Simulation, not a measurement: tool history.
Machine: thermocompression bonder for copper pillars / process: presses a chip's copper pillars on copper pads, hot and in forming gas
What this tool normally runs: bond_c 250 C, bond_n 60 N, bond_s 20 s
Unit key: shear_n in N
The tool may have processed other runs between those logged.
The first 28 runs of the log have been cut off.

{"run": 29, "hour": 311.0, "bond_c": 265, "bond_n": 82, "bond_s": 12, "shear_n": 75.5}
{"run": 30, "hour": 322.5, "bond_c": 253, "bond_n": 45, "bond_s": 12, "shear_n": 43.9}
{"run": 31, "hour": 336.2, "bond_c": 279, "bond_n": 43, "bond_s": 20, "shear_n": 69.9}
{"run": 32, "hour": 349.4, "bond_c": 275, "bond_n": 43, "bond_s": 22, "shear_n": 71.4}
{"run": 33, "hour": 358.8, "bond_c": 238, "bond_n": 42, "bond_s": 20, "shear_n": 38.5}
{"hour": 360.3, "done": "forming gas filter changed"}
{"run": 34, "hour": 371.6, "bond_c": 238, "bond_n": 42, "bond_s": 20, "shear_n": 41.5}
{"run": 35, "hour": 379.9, "bond_c": 238, "bond_n": 42, "bond_s": 20, "shear_n": 42.4}
{"run": 36, "hour": 387.2, "bond_c": 253, "bond_n": 61, "bond_s": 55, "shear_n": 93.7}
{"run": 37, "hour": 398.3, "bond_c": 242, "bond_n": 60, "bond_s": 20, "shear_n": 58.4}
{"run": 38, "hour": 410.5, "bond_c": 242, "bond_n": 60, "bond_s": 20, "shear_n": 59.6}
{"run": 39, "hour": 423.5, "bond_c": 250, "bond_n": 60, "bond_s": 14, "shear_n": 58.8}

5 ways to go on from here, each from the tool as it stands after run 39. What would each give?
{"run": "A", "hour": 429.8, "bond_c": 250, "bond_n": 82, "bond_s": 11, "shear_n": "?"}
{"run": "B", "hour": 429.8, "bond_c": 267, "bond_n": 37, "bond_s": 20, "shear_n": "?"}
{"run": "C", "hour": 429.8, "bond_c": 250, "bond_n": 60, "bond_s": 17, "shear_n": "?"}
{"run": "D", "hour": 429.8, "bond_c": 250, "bond_n": 60, "bond_s": 18, "shear_n": "?"}
{"run": "E", "hour": 429.8, "bond_c": 243, "bond_n": 49, "bond_s": 14, "shear_n": "?"}

run=A shear_n=66.1
run=B shear_n=59.7
run=C shear_n=62.7
run=D shear_n=63.8
run=E shear_n=43.4
Without the tool's unlogged condition, the same runs would have read:
run=A shear_n=54.7
run=B shear_n=49.5
run=C shear_n=51.6
run=D shear_n=52.8
run=E shear_n=34.5
